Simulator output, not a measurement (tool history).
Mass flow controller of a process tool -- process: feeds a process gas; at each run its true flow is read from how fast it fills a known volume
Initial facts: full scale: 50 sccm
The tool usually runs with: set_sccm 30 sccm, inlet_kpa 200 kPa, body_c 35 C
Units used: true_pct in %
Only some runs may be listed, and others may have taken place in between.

| run | day | set_sccm | inlet_kpa | body_c | true_pct |
|---|---|---|---|---|---|
| 1 | 0.000 | 30 | 200 | 35 | 99.06 |
| 2 | 4.750 | 16 | 200 | 35 | 98.80 |
| 3 | 8.888 | 30 | 200 | 35 | 99.11 |
| 4 | 13.529 | 30 | 200 | 35 | 99.05 |
| 5 | 17.029 | 30 | 200 | 35 | 99.05 |
| 6 | 22.788 | 30 | 200 | 35 | 98.98 |
| 7 | 25.738 | 30 | 164 | 35 | 99.11 |
| 8 | 28.621 | 30 | 200 | 35 | 99.11 |
| 9 | 32.542 | 30 | 200 | 35 | 99.07 |
| 10 | 35.467 | 30 | 200 | 35 | 99.14 |
| 11 | 40.817 | 30 | 200 | 35 | 99.16 |
| 12 | 44.354 | 30 | 200 | 35 | 99.13 |
| 13 | 46.954 | 30 | 200 | 35 | 99.12 |
| 14 | 49.958 | 30 | 200 | 35 | 99.05 |
| 15 | 55.829 | 16 | 151 | 21 | 99.63 |
| 16 | 60.817 | 16 | 151 | 21 | 99.67 |
| 17 | 67.146 | 5 | 256 | 25 | 101.17 |
| 18 | 70.462 | 5 | 256 | 25 | 101.34 |
| 19 | 73.212 | 5 | 256 | 25 | 101.28 |
| 20 | 78.700 | 5 | 256 | 25 | 101.33 |
| 21 | 83.062 | 5 | 200 | 27 | 101.21 |
| 22 | 85.812 | 43 | 244 | 36 | 99.47 |
| 23 | 90.767 | 10 | 157 | 24 | 99.98 |
| 24 | 93.754 | 8 | 157 | 25 | 100.14 |
| 25 | 99.050 | 8 | 157 | 25 | 100.28 |
| 26 | 102.179 | 7 | 226 | 35 | 100.25 |
| 27 | 104.862 | 14 | 200 | 21 | 99.97 |

Branching from run 27: 3 alternative next runs. What would each branch give?
| A | 109.758 | 30 | 200 | 21 | ? |
| B | 109.758 | 19 | 200 | 21 | ? |
| C | 109.758 | 10 | 264 | 33 | ? |

| run | true_pct |
|---|---|
| A | 100.01 |
| B | 99.77 |
| C | 100.02 |
Without the tool's hidden state the same runs would have given:
| run | true_pct |
|---|---|
| A | 99.64 |
| B | 99.07 |
| C | 98.52 |
